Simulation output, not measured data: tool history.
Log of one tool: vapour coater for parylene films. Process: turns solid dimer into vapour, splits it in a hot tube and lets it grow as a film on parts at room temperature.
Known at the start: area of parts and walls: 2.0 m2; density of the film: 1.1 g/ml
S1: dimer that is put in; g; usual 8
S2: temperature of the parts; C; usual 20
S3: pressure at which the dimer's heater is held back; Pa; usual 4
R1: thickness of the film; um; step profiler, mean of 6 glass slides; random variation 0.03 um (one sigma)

run 1 hour=0 | S1=8 S2=20 S3=4 | R1=2.79
run 2 hour=15.2 | S1=8 S2=20 S3=4 | R1=2.81
run 3 hour=22.9 | S1=8 S2=20 S3=9.45 | R1=2.4
run 4 hour=38.9 | S1=8 S2=20 S3=9.45 | R1=2.39
run 5 hour=51 | S1=8 S2=20 S3=4 | R1=2.74
run 6 hour=64.8 | S1=8 S2=20 S3=4 | R1=2.81
run 7 hour=79.2 | S1=8 S2=23 S3=4 | R1=2.44
run 8 hour=92.8 | S1=8 S2=20 S3=2.42 | R1=2.98
run 9 hour=110.3 | S1=8 S2=20 S3=4 | R1=2.77
run 10 hour=118.8 | S1=8 S2=26 S3=4 | R1=2.06
run 11 hour=131.5 | S1=8 S2=26 S3=4 | R1=2.06
run 12 hour=143.2 | S1=8 S2=26 S3=4 | R1=2.08
run 13 hour=153.5 | S1=8 S2=26 S3=4 | R1=2.03
run 14 hour=163.8 | S1=8 S2=27 S3=4 | R1=1.9
run 15 hour=181.6 | S1=4 S2=30 S3=10.51 | R1=0.75
run 16 hour=190.6 | S1=4 S2=20 S3=4 | R1=1.36
-- hour=196.2 trap's valve overhauled
run 17 hour=204 | S1=8 S2=14 S3=8.54 | R1=3.21
run 18 hour=222.7 | S1=8 S2=14 S3=8.54 | R1=3.15
-- hour=239 trap's valve overhauled, once more
run 19 hour=240.1 | S1=6 S2=22 S3=8.54 | R1=1.72
run 20 hour=247.8 | S1=8 S2=17 S3=8.47 | R1=2.92
run 21 hour=259.7 | S1=8 S2=17 S3=8.47 | R1=3.01
run 22 hour=274.6 | S1=8 S2=20 S3=7.93 | R1=2.52
run 23 hour=290.6 | S1=5 S2=18 S3=3.16 | R1=2.09
run 24 hour=300.7 | S1=3 S2=22 S3=2.2 | R1=1.05

5 ways to go on from here, each from the tool as it stands after run 24. What would each give?
run A hour=312.5 | S1=8 S2=20 S3=3.22 | R1=?
run B hour=312.5 | S1=8 S2=20 S3=2.78 | R1=?
run C hour=312.5 | S1=10 S2=12 S3=3.66 | R1=?
run D hour=312.5 | S1=3 S2=23 S3=10.66 | R1=?
run E hour=312.5 | S1=8 S2=16 S3=4 | R1=?

run=A R1=2.97
run=B R1=3.06
run=C R1=4.36
run=D R1=0.81
run=E R1=3.49
Without the tool's hidden state the same runs would have given:
run=A R1=2.97
run=B R1=3.06
run=C R1=4.42
run=D R1=0.81
run=E R1=3.49
